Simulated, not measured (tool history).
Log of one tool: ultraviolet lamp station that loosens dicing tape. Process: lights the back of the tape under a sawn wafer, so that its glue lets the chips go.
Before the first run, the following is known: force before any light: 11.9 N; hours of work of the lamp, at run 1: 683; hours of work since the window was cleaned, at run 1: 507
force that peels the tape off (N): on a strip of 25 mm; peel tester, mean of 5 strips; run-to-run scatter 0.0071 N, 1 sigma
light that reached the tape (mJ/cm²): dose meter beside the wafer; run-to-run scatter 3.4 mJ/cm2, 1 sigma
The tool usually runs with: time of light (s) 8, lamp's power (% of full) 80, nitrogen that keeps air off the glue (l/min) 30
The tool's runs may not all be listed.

run   hour  time of light (s)  lamp's power (% of full)  nitrogen that keeps air off the glue (l/min)  hours of work of the lamp  hours of work since the window was cleaned  force that peels the tape off (N)  light that reached the tape (mJ/cm²)
  1    0.0                  8                        80                                            30                        683                                         507                              0.249                                   547
  2   13.7                  8                        80                                            30                        692                                         516                              0.249                                   539
  3   39.6                  8                        80                                            30                        708                                         532                              0.251                                   548
  4   51.7                  7                        80                                            30                        715                                         539                              0.316                                   469
  5   76.7                  7                        80                                            30                        730                                         554                              0.325                                   474
  6   97.6                  7                        80                                            30                        743                                         567                              0.350                                   474
  7  120.8                  7                        65                                            30                        757                                         582                              0.538                                   388
     131.0  -- window cleaned of glue's vapour
  8  134.0                  7                        65                                            30                        765                                           2                              0.531                                   387
  9  159.8                  8                        72                                            30                        781                                          18                              0.304                                   490
 10  188.1                  8                        72                                            30                        799                                          35                              0.315                                   491
 11  213.2                  8                        80                                            16                        814                                          51                              0.355                                   546
 12  240.1                  8                        80                                             9                        831                                          67                              0.563                                   550
 13  252.1                  8                        80                                             9                        838                                          74                              0.553                                   541
 14  271.4                 11                        80                                            30                        850                                          86                              0.173                                   743
 15  298.8                  8                        62                                            30                        867                                         103                              0.443                                   428
 16  314.6                  8                        62                                            30                        876                                         113                              0.428                                   424
 17  341.9                  8                        62                                            30                        893                                         130                              0.441                                   420
 18  365.1                  8                        62                                            30                        907                                         144                              0.429                                   417
 19  388.4                  8                        80                                            25                        922                                         158                              0.275                                   543
 20  406.8                 12                        80                                            39                        933                                         170                              0.161                                   817
 21  433.8                 12                        80                                            39                        950                                         186                              0.170                                   813
 22  453.7                  4                        86                                            12                        962                                         198                              1.778                                   289
 23  473.3                  5                        80                                            30                        974                                         210                              0.732                                   342
 24  497.8                  5                        74                                            10                        989                                         226                              1.694                                   313
 25  523.6                  6                        74                                            30                       1005                                         241                              0.551                                   380
 26  551.1                  8                        70                                            21                       1022                                         258                              0.411                                   474
 27  566.1                  4                        90                                            30                       1031                                         268                              0.908                                   306
 28  585.0                 15                        80                                            30                       1043                                         279                              0.157                                  1028
 29  609.4                  5                        80                                            44                       1058                                         294                              0.577                                   340
 30  628.2                  9                        69                                            21                       1069                                         306                              0.312                                   521
 31  644.2                 13                        70                                            30                       1079                                         316                              0.181                                   765
 32  667.8                 13                        78                                            46                       1093                                         330                              0.163                                   861
 33  694.8                 13                        84                                            10                       1110                                         347                              0.188                                   930
 34  719.4                 13                        84                                            10                       1125                                         362                              0.182                                   933

Alternative continuations, all from the tool just after run 34; predict every row:
  A  735.2                 14                        84                                            10                       1135                                         371                                  ?                                     ?
  B  735.2                  8                        96                                            30                       1135                                         371                                  ?                                     ?
  C  735.2                 13                        67                                            10                       1135                                         371                                  ?                                     ?
  D  735.2                  6                        82                                            42                       1135                                         371                                  ?                                     ?

run  force that peels the tape off (N)  light that reached the tape (mJ/cm²)
  A                              0.182                                  1000
  B                              0.192                                   657
  C                              0.249                                   730
  D                              0.371                                   420
With no hidden state in the tool, these same runs would have given:
run  force that peels the tape off (N)  light that reached the tape (mJ/cm²)
  A                              0.181                                  1001
  B                              0.192                                   658
  C                              0.248                                   731
  D                              0.370                                   420
